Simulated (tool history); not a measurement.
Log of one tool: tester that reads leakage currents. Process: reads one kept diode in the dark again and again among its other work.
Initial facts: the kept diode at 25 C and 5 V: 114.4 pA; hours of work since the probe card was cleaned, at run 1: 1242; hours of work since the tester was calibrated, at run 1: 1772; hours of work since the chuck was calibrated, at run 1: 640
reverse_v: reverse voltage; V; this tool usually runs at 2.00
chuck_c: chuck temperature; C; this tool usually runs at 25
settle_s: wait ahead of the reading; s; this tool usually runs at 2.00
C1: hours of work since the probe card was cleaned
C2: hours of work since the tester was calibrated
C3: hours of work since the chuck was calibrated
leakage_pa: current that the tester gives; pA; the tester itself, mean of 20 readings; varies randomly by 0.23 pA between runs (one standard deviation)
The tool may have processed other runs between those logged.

run 1 day=0.000 | reverse_v=2.00 chuck_c=25 settle_s=2.00 | C1=1242 C2=1772 C3=640 | leakage_pa=74.62
run 2 day=1.804 | reverse_v=2.00 chuck_c=25 settle_s=2.00 | C1=1273 C2=1803 C3=670 | leakage_pa=74.43
run 3 day=4.954 | reverse_v=2.00 chuck_c=25 settle_s=2.00 | C1=1326 C2=1856 C3=724 | leakage_pa=73.78
run 4 day=7.054 | reverse_v=2.00 chuck_c=25 settle_s=2.00 | C1=1362 C2=1892 C3=760 | leakage_pa=74.34
run 5 day=11.088 | reverse_v=2.00 chuck_c=25 settle_s=2.00 | C1=1430 C2=1960 C3=828 | leakage_pa=73.30
run 6 day=14.975 | reverse_v=2.00 chuck_c=24 settle_s=2.00 | C1=1497 C2=2027 C3=894 | leakage_pa=68.33
run 7 day=18.192 | reverse_v=2.00 chuck_c=24 settle_s=2.00 | C1=1551 C2=2081 C3=949 | leakage_pa=68.19
run 8 day=20.779 | reverse_v=2.00 chuck_c=24 settle_s=2.00 | C1=1595 C2=2125 C3=993 | leakage_pa=68.16
run 9 day=23.508 | reverse_v=2.00 chuck_c=24 settle_s=2.00 | C1=1642 C2=2172 C3=1039 | leakage_pa=67.61
run 10 day=25.317 | reverse_v=2.00 chuck_c=25 settle_s=0.68 | C1=1672 C2=2202 C3=1070 | leakage_pa=73.31
run 11 day=28.296 | reverse_v=2.00 chuck_c=25 settle_s=0.68 | C1=1723 C2=2253 C3=1121 | leakage_pa=73.26
run 12 day=31.154 | reverse_v=1.21 chuck_c=39 settle_s=1.95 | C1=1772 C2=2301 C3=1169 | leakage_pa=158.16
run 13 day=35.221 | reverse_v=2.00 chuck_c=25 settle_s=0.54 | C1=1841 C2=2371 C3=1238 | leakage_pa=72.82
-- day=38.417 probe card cleaned and baked
run 14 day=38.846 | reverse_v=3.63 chuck_c=53 settle_s=0.74 | C1=7 C2=2430 C3=1298 | leakage_pa=665.66

For each entry between runs, how does the tool's hidden state at the last listed run before it compare with that at the first listed run after it?
Between runs 13 and 14: probe card cleaned and baked (day 38.417)
  stray current of the dirty probe card, pA a volt: 1.76 -> 0.028; current scale over the true one, %: -0.55 -> -0.56; true chuck temperature over the reading, C: -1.17 -> -1.23
  measured less the result without the state, leakage_pa: -3.50 -> -59.52 pA
